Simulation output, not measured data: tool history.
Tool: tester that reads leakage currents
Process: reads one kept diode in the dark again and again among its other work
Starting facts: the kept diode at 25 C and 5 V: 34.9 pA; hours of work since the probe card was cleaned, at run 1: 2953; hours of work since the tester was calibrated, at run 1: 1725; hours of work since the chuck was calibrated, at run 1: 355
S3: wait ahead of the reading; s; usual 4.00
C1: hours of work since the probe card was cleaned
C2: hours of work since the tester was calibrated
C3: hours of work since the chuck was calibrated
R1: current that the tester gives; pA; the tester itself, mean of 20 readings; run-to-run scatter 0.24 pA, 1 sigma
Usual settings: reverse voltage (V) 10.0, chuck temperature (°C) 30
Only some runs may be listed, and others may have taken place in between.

Run 1, hour 0.0: usual settings; C1 2953; C2 1725; C3 355. Result: R1 98.03 pA.
Run 2, hour 134.9: usual settings; C1 3028; C2 1800; C3 429. Result: R1 97.16 pA.
Run 3, hour 225.4: usual settings; C1 3078; C2 1850; C3 479. Result: R1 97.10 pA.
Run 4, hour 327.1: usual settings; C1 3134; C2 1906; C3 535. Result: R1 97.29 pA.
Run 5, hour 410.9: usual settings but chuck temperature (°C) 54; C1 3180; C2 1953; C3 582. Result: R1 510.58 pA.
Run 6, hour 494.0: usual settings but S3 1.33 s; C1 3226; C2 1998; C3 628. Result: R1 98.89 pA.
Run 7, hour 581.2: usual settings but reverse voltage (V) 2.4, chuck temperature (°C) 55, S3 0.48 s; C1 3274; C2 2047; C3 676. Result: R1 246.15 pA.
Run 8, hour 641.7: usual settings but S3 8.77 s; C1 3308; C2 2080; C3 709. Result: R1 96.24 pA.
Run 9, hour 730.2: usual settings but reverse voltage (V) 13.4, chuck temperature (°C) 23, S3 0.41 s; C1 3357; C2 2129; C3 758. Result: R1 87.08 pA.
Run 10, hour 847.0: usual settings but reverse voltage (V) 12.4, S3 1.16 s; C1 3421; C2 2194; C3 823. Result: R1 113.34 pA.
Run 11, hour 985.1: usual settings but reverse voltage (V) 2.7, chuck temperature (°C) 20, S3 9.38 s; C1 3498; C2 2270; C3 899. Result: R1 21.22 pA.

Alternative continuations, all from the tool just after run 11; predict every row:
At hour 1007.3: probe card cleaned and baked.
Run A, hour 1074.2: usual settings but reverse voltage (V) 2.7, chuck temperature (°C) 27, S3 7.88 s; C1 37; C2 2318; C3 947. Result: R1 ?.
At hour 1007.3: probe card cleaned and baked.
Run B, hour 1074.2: usual settings but reverse voltage (V) 1.4, chuck temperature (°C) 32, S3 0.38 s; C1 37; C2 2318; C3 947. Result: R1 ?.
At hour 1007.3: probe card cleaned and baked.
Run C, hour 1074.2: usual settings but chuck temperature (°C) 28, S3 0.35 s; C1 37; C2 2318; C3 947. Result: R1 ?.
At hour 1007.3: probe card cleaned and baked.
Run D, hour 1074.2: usual settings but reverse voltage (V) 4.6, chuck temperature (°C) 41, S3 4.30 s; C1 37; C2 2318; C3 947. Result: R1 ?.

run      R1
  A   26.68
  B   29.54
  C   67.11
  D  114.05
With the hidden condition removed and each run's random variation left untouched, the same runs would have given:
run      R1
  A   29.77
  B   32.78
  C   73.72
  D  126.15
